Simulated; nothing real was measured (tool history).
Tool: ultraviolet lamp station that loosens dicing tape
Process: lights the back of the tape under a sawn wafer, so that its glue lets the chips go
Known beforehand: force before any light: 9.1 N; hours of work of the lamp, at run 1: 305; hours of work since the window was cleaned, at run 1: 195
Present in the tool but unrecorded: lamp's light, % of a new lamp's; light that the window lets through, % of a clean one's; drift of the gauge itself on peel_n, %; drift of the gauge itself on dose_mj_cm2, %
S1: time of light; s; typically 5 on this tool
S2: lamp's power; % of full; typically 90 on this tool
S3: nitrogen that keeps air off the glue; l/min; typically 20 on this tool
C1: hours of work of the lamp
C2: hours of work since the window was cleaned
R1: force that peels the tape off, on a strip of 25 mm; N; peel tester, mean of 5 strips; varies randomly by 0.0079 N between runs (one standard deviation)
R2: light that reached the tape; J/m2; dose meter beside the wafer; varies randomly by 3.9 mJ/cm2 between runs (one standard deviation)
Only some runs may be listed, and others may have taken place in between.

run,hour,S1,S2,S3,C1,C2,R1,R2
1,0.0,5,90,20,305,195,0.541,5220
2,8.7,5,90,26,311,201,0.448,5210
3,19.8,5,90,26,319,209,0.465,5140
4,36.0,5,90,10,330,220,0.952,5100
5,53.6,5,90,10,341,231,0.928,5050
6,63.6,5,90,10,348,238,0.999,5000
# hour 79.9: window cleaned of glue's vapour
7,79.9,5,90,20,359,0,0.388,5990
8,95.1,5,90,20,369,10,0.404,5940
9,109.0,5,90,20,379,20,0.415,5920
10,126.8,5,90,20,391,32,0.432,5820
11,140.3,5,90,20,400,41,0.418,5770
12,153.0,5,90,20,408,49,0.433,5720
13,166.7,5,90,20,418,59,0.460,5670
14,183.0,5,90,20,429,70,0.445,5580
15,195.5,9,90,20,437,78,0.131,10090
16,213.1,9,90,20,449,90,0.139,9800
17,225.8,9,90,20,458,99,0.141,9800
18,239.5,9,90,20,467,108,0.147,9700
19,255.2,9,90,33,477,118,0.142,9600
20,272.4,9,83,33,489,130,0.145,8700
21,289.2,5,83,28,500,141,0.552,4770
22,298.0,5,81,28,506,147,0.581,4650
23,307.8,5,78,28,513,154,0.656,4410
24,317.9,5,64,31,520,161,0.972,3630
25,329.0,5,64,31,527,168,0.982,3640
26,340.9,4,68,31,535,176,1.345,3000
27,349.5,4,81,31,541,182,1.013,3590
28,358.6,3,75,30,547,188,1.866,2490
29,372.7,4,97,10,557,198,1.377,4240
30,393.1,3,97,6,571,212,2.837,3140
31,411.3,5,66,20,583,224,1.304,3490
32,427.1,5,89,20,594,235,0.742,4640
33,446.5,5,89,20,607,248,0.725,4590
# hour 448.9: window cleaned of glue's vapour
34,455.3,8,65,22,612,4,0.296,6430
35,474.9,2,97,20,626,18,2.383,2370
36,488.1,2,97,20,635,27,2.570,2350
37,505.5,2,97,20,646,38,2.388,2310

Here are 4 independent what-if runs from the current tool condition. What would each one return?
A,515.1,4,97,20,653,45,?,?
B,515.1,2,70,20,653,45,?,?
C,515.1,2,90,20,653,45,?,?
D,515.1,2,87,13,653,45,?,?

run,R1,R2
A,0.731,4590
B,3.464,1670
C,2.721,2090
D,3.336,2110
With the hidden condition removed and each run's random variation left untouched, the same runs would have given:
run,R1,R2
A,0.435,5700
B,2.766,2070
C,2.045,2610
D,2.614,2610
